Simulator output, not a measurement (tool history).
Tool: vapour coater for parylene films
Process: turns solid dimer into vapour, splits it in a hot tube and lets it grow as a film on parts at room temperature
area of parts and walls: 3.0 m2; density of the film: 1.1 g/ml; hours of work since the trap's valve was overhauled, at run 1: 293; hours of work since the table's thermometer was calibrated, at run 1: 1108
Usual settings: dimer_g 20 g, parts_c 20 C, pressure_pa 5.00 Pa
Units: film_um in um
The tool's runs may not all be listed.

run,hour,dimer_g,parts_c,pressure_pa,hours of work since the trap's valve was overhauled,hours of work since the table's thermometer was calibrated,film_um
1,0.0,20,20,5.00,293,1108,3.00
2,55.3,20,20,5.00,333,1147,2.96
# hour 112.9: trap's valve overhauled
3,117.4,20,20,5.00,3,1188,3.16
4,185.5,20,20,5.00,52,1237,3.12
5,258.9,20,20,3.05,104,1289,3.15
6,312.4,20,20,3.05,142,1327,3.19
7,377.2,20,20,3.05,188,1373,3.18
8,446.0,20,20,5.00,237,1422,3.01
9,506.9,20,20,5.00,280,1465,2.99
10,562.9,20,20,5.00,320,1505,2.96
# hour 638.1: trap's valve overhauled
11,643.4,31,20,5.00,4,1559,4.87
12,706.3,31,20,5.00,48,1604,4.78
13,766.1,31,20,5.00,91,1646,4.80
14,836.7,31,20,2.52,141,1696,4.99
15,882.1,20,20,5.00,173,1728,3.04
16,945.8,22,20,5.00,218,1774,3.35
17,996.7,22,20,5.00,255,1810,3.35
18,1062.4,22,20,2.26,301,1856,3.46
19,1105.9,20,20,5.00,332,1887,2.97
20,1143.3,20,20,5.00,359,1914,2.94
# hour 1159.4: trap's valve overhauled
21,1182.8,20,20,5.00,17,1939,3.13
22,1218.8,20,20,5.00,42,1965,3.13
23,1272.9,34,15,4.17,81,2003,6.60
24,1305.9,34,15,4.17,104,2027,6.52
25,1373.0,34,15,4.17,152,2074,6.49
26,1435.0,17,15,4.17,196,2118,3.22
27,1490.5,8,14,5.00,235,2158,1.54
28,1538.4,34,27,4.88,269,2192,3.85
# hour 1558.9: table's thermometer calibrated
29,1583.7,20,14,3.61,301,18,4.01
30,1626.1,20,14,3.61,331,48,4.02
31,1672.8,20,20,3.80,364,81,3.09
# hour 1684.2: trap's valve overhauled
32,1745.0,9,26,5.00,43,129,1.12
33,1799.5,9,26,5.00,82,168,1.11
34,1851.6,17,12,5.26,119,205,3.71
35,1928.2,17,12,3.02,173,259,3.79
36,1992.2,20,18,5.00,219,305,3.32
37,2051.6,20,18,5.00,261,347,3.35
38,2121.3,20,18,5.00,310,396,3.30
39,2175.0,26,24,11.63,349,435,3.14
# hour 2209.1: trap's valve overhauled
40,2249.5,26,24,11.63,29,485,3.30
41,2283.9,9,21,11.63,53,509,1.28
42,2324.2,16,16,4.28,82,538,3.01
43,2402.9,12,16,5.67,138,594,2.20

The same runs without the tool's hidden state, with the same run-to-run variation:
The hidden state here: vapour lost through the trap's worn valve, %; true temperature of the parts over the reading, C; drift of the gauge itself on film_um, %.
run,film_um
1,3.22
2,3.20
3,3.23
4,3.21
5,3.27
6,3.33
7,3.34
8,3.19
9,3.19
10,3.18
11,4.99
12,4.94
13,4.99
14,5.23
15,3.20
16,3.55
17,3.57
18,3.72
19,3.21
20,3.19
21,3.22
22,3.23
23,6.85
24,6.80
25,6.81
26,3.40
27,1.64
28,4.11
29,4.21
30,4.24
31,3.28
32,1.13
33,1.13
34,3.81
35,3.92
36,3.47
37,3.52
38,3.49
39,3.34
40,3.35
41,1.31
42,3.08
43,2.28
